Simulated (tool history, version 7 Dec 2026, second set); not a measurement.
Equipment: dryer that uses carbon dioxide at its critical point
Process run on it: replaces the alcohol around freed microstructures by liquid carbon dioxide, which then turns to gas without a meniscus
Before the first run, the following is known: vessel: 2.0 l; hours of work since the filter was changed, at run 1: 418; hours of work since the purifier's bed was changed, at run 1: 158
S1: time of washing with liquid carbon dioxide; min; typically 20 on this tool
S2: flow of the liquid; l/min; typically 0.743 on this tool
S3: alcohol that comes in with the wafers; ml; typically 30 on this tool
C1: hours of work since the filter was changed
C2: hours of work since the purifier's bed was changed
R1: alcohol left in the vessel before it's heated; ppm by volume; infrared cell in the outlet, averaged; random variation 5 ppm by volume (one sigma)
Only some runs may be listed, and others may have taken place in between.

run  hour  S1     S2  S3   C1   C2   R1
  1     0  20  0.743  30  418  158   61
  2   6.3  20  0.743  30  422  162   67
  3  14.2  20  0.743  30  427  166   46
  4  18.8  20  0.743  30  430  169   55
  5  24.3  20  0.743  30  433  172   55
  6  32.6  20  0.743  43  438  177   60
  7  40.2  20  0.743  30  443  182   51
  8  48.2  20  0.743  25  447  187   58
  9  56.4  20  0.743  25  452  192   56
 10  65.2  20  0.743  25  458  197   55
 11  75.3  20  0.743  25  464  203   59
 12  82.4  15  0.721  90  468  207  343
 13  91.1  31  0.743  64  473  212   48

What does the tool deliver on the next run?
 14  101.5  15  0.743  30  479  219   ?

Run 14 came out at R1 136 ppm by volume.
Were there no unlogged condition in the tool, this run, its random variation unchanged, would have produced R1 69 ppm by volume.
